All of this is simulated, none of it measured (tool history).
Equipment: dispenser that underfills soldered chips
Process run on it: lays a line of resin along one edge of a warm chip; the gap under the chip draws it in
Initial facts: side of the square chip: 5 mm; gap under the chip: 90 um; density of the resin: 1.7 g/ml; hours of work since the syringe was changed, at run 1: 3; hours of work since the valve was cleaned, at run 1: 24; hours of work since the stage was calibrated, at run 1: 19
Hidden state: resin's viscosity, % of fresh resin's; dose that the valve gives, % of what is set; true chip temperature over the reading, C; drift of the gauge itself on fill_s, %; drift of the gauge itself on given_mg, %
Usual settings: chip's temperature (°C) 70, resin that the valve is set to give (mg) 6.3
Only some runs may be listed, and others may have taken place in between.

| run | hour | chip's temperature (°C) | resin that the valve is set to give (mg) | hours of work since the syringe was changed | hours of work since the valve was cleaned | hours of work since the stage was calibrated | time until the resin shows at the far edge (s) | resin that the valve gave (mg) |
|---|---|---|---|---|---|---|---|---|
| 1 | 0 | 70 | 6.3 | 3 | 24 | 19 | 14.7 | 6.14 |
| 2 | 3.9 | 70 | 6.3 | 6 | 27 | 21 | 15.9 | 6.2 |
|  | 5.7 | new syringe of resin |
| 3 | 7.7 | 68 | 6.3 | 1 | 29 | 24 | 14.4 | 6.16 |
| 4 | 12.5 | 68 | 6.3 | 5 | 32 | 27 | 16.4 | 6.07 |
|  | 16.5 | new syringe of resin |
| 5 | 16.5 | 68 | 6.3 | 0 | 35 | 30 | 14 | 6.13 |
| 6 | 20.9 | 70 | 6.76 | 3 | 38 | 33 | 14.1 | 6.52 |
|  | 27.2 | new syringe of resin |
| 7 | 27.3 | 77 | 6.76 | 0 | 42 | 37 | 9.4 | 6.57 |
|  | 31.4 | dispensing valve cleaned and set on the balance |
| 8 | 33.8 | 77 | 6.76 | 4 | 2 | 41 | 10.9 | 6.67 |
|  | 38.7 | new syringe of resin |
| 9 | 39 | 79 | 6.3 | 0 | 5 | 44 | 8.1 | 6.34 |
| 10 | 43.2 | 79 | 6.3 | 3 | 8 | 47 | 9.8 | 6.25 |
| 11 | 47.3 | 70 | 7.91 | 6 | 11 | 50 | 15.3 | 7.83 |
|  | 49.6 | new syringe of resin |
| 12 | 51.9 | 70 | 7.91 | 2 | 14 | 52 | 13.2 | 7.8 |
| 13 | 55 | 80 | 5.64 | 4 | 16 | 55 | 9.4 | 5.57 |
| 14 | 59.5 | 67 | 6.84 | 7 | 19 | 58 | 18.1 | 6.77 |
|  | 60.2 | new syringe of resin |
| 15 | 66.4 | 66 | 5.78 | 4 | 23 | 62 | 17.5 | 5.65 |

Alternative continuations, all from the tool just after run 15; predict every row:
|  | 71.1 | new syringe of resin |
| A | 71.7 | 83 | 5.99 | 0 | 27 | 66 | ? | ? |
|  | 71.1 | new syringe of resin |
| B | 71.7 | 56 | 6.02 | 0 | 27 | 66 | ? | ? |
|  | 71.1 | new syringe of resin |
| C | 71.7 | 70 | 8.16 | 0 | 27 | 66 | ? | ? |
|  | 71.1 | new syringe of resin |
| D | 71.7 | 56 | 7.52 | 0 | 27 | 66 | ? | ? |
|  | 71.1 | new syringe of resin |
| E | 71.7 | 83 | 6.3 | 0 | 27 | 66 | ? | ? |

| run | time until the resin shows at the far edge (s) | resin that the valve gave (mg) |
|---|---|---|
| A | 8 | 5.85 |
| B | 24.8 | 5.93 |
| C | 13.2 | 8.08 |
| D | 24.2 | 7.39 |
| E | 7.8 | 6.15 |
Without the tool's unlogged condition, the same runs would have read:
| run | time until the resin shows at the far edge (s) | resin that the valve gave (mg) |
|---|---|---|
| A | 7.9 | 5.98 |
| B | 24.5 | 6.06 |
| C | 13.1 | 8.26 |
| D | 23.9 | 7.55 |
| E | 7.7 | 6.29 |
